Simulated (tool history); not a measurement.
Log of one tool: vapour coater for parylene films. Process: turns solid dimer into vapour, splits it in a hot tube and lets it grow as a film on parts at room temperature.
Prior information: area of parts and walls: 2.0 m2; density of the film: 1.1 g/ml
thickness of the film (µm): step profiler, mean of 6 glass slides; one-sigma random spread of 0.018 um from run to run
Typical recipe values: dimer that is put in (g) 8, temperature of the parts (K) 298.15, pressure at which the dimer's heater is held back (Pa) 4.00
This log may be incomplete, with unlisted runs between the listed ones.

run   hour  dimer that is put in (g)  temperature of the parts (K)  pressure at which the dimer's heater is held back (Pa)  thickness of the film (µm)
  1    0.0                         8                        298.15                                                    4.00                        2.52
  2   22.2                         8                        292.15                                                    4.00                        3.37
  3   58.3                         8                        298.15                                                    2.97                        2.78
  4   90.4                         8                        298.15                                                    2.97                        2.74
  5  118.4                         8                        298.15                                                    4.00                        2.55
  6  152.0                         8                        298.15                                                    4.00                        2.58
  7  188.1                         8                        298.15                                                    4.76                        2.47
  8  208.8                         8                        298.15                                                    4.00                        2.56
  9  241.2                         8                        298.15                                                    6.41                        2.29
 10  261.1                         8                        298.15                                                    6.41                        2.29
 11  292.3                         8                        298.15                                                    6.41                        2.28
 12  316.2                         8                        298.15                                                    7.17                        2.26
 13  340.6                         8                        298.15                                                    7.17                        2.25
 14  385.2                         8                        298.15                                                    7.17                        2.25
 15  422.3                         8                        298.15                                                    7.17                        2.25
 16  456.4                         8                        298.15                                                    4.00                        2.59
 17  499.3                        14                        298.15                                                    4.00                        4.48
 18  539.7                         4                        295.15                                                    4.00                        1.45
 19  560.7                         4                        305.15                                                    4.57                        0.93
 20  582.1                         4                        297.15                                                    2.19                        1.56
 21  621.2                        12                        299.15                                                   10.58                        2.94
 22  653.3                        12                        299.15                                                   10.58                        2.88
 23  679.5                        12                        299.15                                                   10.58                        2.93
 24  721.7                         5                        294.15                                                    8.81                        1.56
 25  741.9                         4                        298.15                                                    4.00                        1.28
 26  777.5                         8                        296.15                                                    4.00                        2.77
 27  806.7                         8                        291.15                                                    2.15                        3.56
 28  835.2                         4                        291.15                                                    2.36                        1.80
 29  878.7                         3                        294.15                                                    3.31                        1.22
 30  901.4                        11                        295.15                                                    2.93                        4.32
 31  941.7                        11                        295.15                                                    2.93                        4.32
 32  970.5                        11                        295.15                                                    2.93                        4.36
 33  993.9                        13                        297.15                                                    5.20                        4.06

Missing from the log above: 1 entry noted between runs. For each, name the pair of listed runs it sits between and say how the tool's hidden condition differs from the listed run just before to the listed run just after:
In the gap between runs 16 and 17: trap's valve overhauled (hour 475.7)
  vapour lost through the trap's worn valve, %: 0.3 -> 0

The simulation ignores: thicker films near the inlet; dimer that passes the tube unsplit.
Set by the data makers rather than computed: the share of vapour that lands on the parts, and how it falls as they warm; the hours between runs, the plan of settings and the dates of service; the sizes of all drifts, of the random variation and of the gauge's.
